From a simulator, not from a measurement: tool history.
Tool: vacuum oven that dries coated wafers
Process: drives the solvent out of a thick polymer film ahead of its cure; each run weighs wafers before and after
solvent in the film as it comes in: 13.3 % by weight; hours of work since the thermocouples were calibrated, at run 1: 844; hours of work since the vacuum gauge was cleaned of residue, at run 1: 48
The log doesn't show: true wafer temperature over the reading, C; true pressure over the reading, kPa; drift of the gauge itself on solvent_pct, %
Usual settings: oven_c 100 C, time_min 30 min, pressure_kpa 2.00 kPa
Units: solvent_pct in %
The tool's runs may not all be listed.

run     day  oven_c  time_min  pressure_kpa  hours of work since the thermocouples were calibrated  hours of work since the vacuum gauge was cleaned of residue  solvent_pct
  1   0.000     100        30          2.00                                                    844                                                           48        1.222
  2   0.492     100        30          2.00                                                    850                                                           53        1.216
  3   1.042     100        30          2.00                                                    856                                                           60        1.221
  4   1.512     115        30          2.00                                                    862                                                           65        0.411
  5   2.092     114        30          2.00                                                    869                                                           72        0.436
  6   2.729     114        30          2.00                                                    876                                                           79        0.436
  7   3.317     114        30          2.00                                                    883                                                           86        0.445
      4.021  -- oven's thermocouples calibrated
  8   4.046     114        30          2.00                                                      0                                                           93        0.467
  9   4.646     114        30          2.00                                                      7                                                          100        0.467
 10   5.171     114        30          2.00                                                     13                                                          106        0.466
 11   5.717     114        30          2.00                                                     20                                                          113        0.465
 12   6.204     114        30          6.62                                                     25                                                          118        1.347
 13   6.525     112        30          2.00                                                     29                                                          122        0.524
 14   6.862     112        30          2.00                                                     33                                                          126        0.523
 15   7.171     112        30          2.00                                                     36                                                          129        0.530
 16   7.558     112        30          2.00                                                     41                                                          134        0.530
 17   8.125     100        30          2.00                                                     47                                                          140        1.319
 18   8.679     100        30          2.00                                                     54                                                          147        1.312
 19   9.183     100        30          2.00                                                     60                                                          153        1.311
 20   9.638     100        30          2.00                                                     65                                                          158        1.310
 21  10.129     100        40          2.00                                                     71                                                          164        0.899
 22  10.783     100        40          2.00                                                     78                                                          171        0.901
 23  11.212     100        51          2.00                                                     83                                                          176        0.725
 24  11.850      97        16          1.20                                                     90                                                          183        3.370
 25  12.408     111        41          2.12                                                     97                                                          190        0.484
 26  12.750     111        41          2.12                                                    101                                                          194        0.483
 27  13.033     111        41          2.12                                                    104                                                          197        0.480
 28  13.396     111        44          4.86                                                    108                                                          201        1.051
 29  13.817     111        44          4.86                                                    113                                                          206        1.052

Run 30 comes next. What will it give?
 30  14.354     114        24          1.79                                                    119                                                          212            ?

Run 30 gave solvent_pct 0.549 %.
Without the tool's hidden state the same run would have given solvent_pct 0.545 %.
